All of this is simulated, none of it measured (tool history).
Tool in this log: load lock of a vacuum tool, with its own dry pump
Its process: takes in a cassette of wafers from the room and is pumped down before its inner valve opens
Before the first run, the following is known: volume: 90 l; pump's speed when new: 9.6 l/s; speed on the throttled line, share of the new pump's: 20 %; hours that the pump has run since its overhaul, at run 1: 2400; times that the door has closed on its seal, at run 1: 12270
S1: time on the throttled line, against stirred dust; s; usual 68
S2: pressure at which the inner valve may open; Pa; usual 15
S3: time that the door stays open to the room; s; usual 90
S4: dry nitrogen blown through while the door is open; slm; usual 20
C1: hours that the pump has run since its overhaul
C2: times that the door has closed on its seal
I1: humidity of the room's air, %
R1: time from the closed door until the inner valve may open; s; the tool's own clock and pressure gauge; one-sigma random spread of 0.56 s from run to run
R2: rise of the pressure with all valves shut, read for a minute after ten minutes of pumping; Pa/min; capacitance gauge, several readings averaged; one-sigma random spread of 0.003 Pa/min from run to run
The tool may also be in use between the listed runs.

run	hour	S1	S2	S3	S4	C1	C2	I1	R1	R2
1	0.0	68	15	90	20	2400	12270	46.0	139.5	0.036
2	71.0	68	15	90	20	2471	12558	47.3	139.9	0.039
3	138.3	68	15	90	20	2538	12832	43.5	140.5	0.036
4	256.6	68	29	90	20	2656	13312	40.8	133.5	0.036
5	337.1	68	15	90	20	2737	13639	45.3	140.4	0.039
6	393.0	68	15	43	20	2793	13866	44.8	141.1	0.034
7	479.4	68	15	43	20	2879	14217	48.6	140.6	0.034
8	534.5	68	15	43	20	2934	14442	47.2	140.4	0.029
9	595.8	68	15	27	20	2996	14690	47.7	141.4	0.028
10	668.8	68	17	90	20	3069	14987	45.9	139.1	0.044
11	759.8	68	17	90	20	3160	15357	44.8	139.6	0.042
12	820.3	68	15	90	20	3220	15602	45.6	142.1	0.040
13	892.5	68	15	90	29	3292	15896	46.8	141.0	0.037
14	1010.0	68	15	90	20	3410	16373	45.0	141.6	0.041
15	1074.3	68	15	90	20	3474	16635	45.6	141.4	0.043
16	1175.8	68	15	90	20	3576	17047	41.0	141.1	0.045
17	1230.8	68	15	90	20	3631	17270	46.1	141.2	0.044
18	1353.5	68	15	90	20	3753	17769	45.6	141.7	0.044
19	1480.5	101	15	105	20	3880	18285	49.8	168.2	0.050
20	1551.6	101	25	47	20	3951	18574	44.9	161.9	0.038
21	1642.2	39	15	189	20	4042	18942	46.0	118.0	0.048
22	1709.8	68	15	101	20	4110	19217	44.1	141.4	0.041
23	1785.7	52	15	90	20	4185	19525	46.2	129.4	0.049
24	1839.7	54	26	96	31	4239	19744	43.6	125.6	0.040
25	1971.3	54	26	188	19	4371	20279	42.2	124.5	0.056
26	2055.2	54	26	188	19	4455	20620	43.0	124.9	0.064
27	2125.8	54	26	188	19	4526	20907	45.9	124.7	0.064
28	2256.9	68	27	99	5	4657	21439	48.3	136.6	0.083
29	2346.3	68	14	186	5	4746	21803	41.7	143.4	0.092
30	2411.1	68	20	123	5	4811	22066	47.9	139.2	0.090
31	2468.7	68	20	76	5	4868	22300	44.0	139.2	0.073
32	2594.1	97	15	90	39	4994	22810	44.7	165.5	0.042
33	2692.4	50	15	90	9	5092	23209	45.8	128.5	0.071
34	2794.7	50	15	90	9	5195	23625	47.9	128.2	0.071
35	2923.0	129	12	88	5	5323	24146	45.4	194.8	0.075
36	2989.0	129	12	88	5	5389	24414	42.5	194.1	0.080

Forecast each of these 3 alternatives for the next run:
A	3115.1	99	12	88	5	5515	24927	46.2	?	?
B	3115.1	66	11	88	12	5515	24927	46.1	?	?
C	3115.1	39	12	62	5	5515	24927	47.9	?	?

run	R1	R2
A	169.9	0.082
B	145.6	0.059
C	122.8	0.079
With no hidden state in the tool, these same runs would have given:
run	R1	R2
A	165.1	0.052
B	140.1	0.029
C	116.8	0.050

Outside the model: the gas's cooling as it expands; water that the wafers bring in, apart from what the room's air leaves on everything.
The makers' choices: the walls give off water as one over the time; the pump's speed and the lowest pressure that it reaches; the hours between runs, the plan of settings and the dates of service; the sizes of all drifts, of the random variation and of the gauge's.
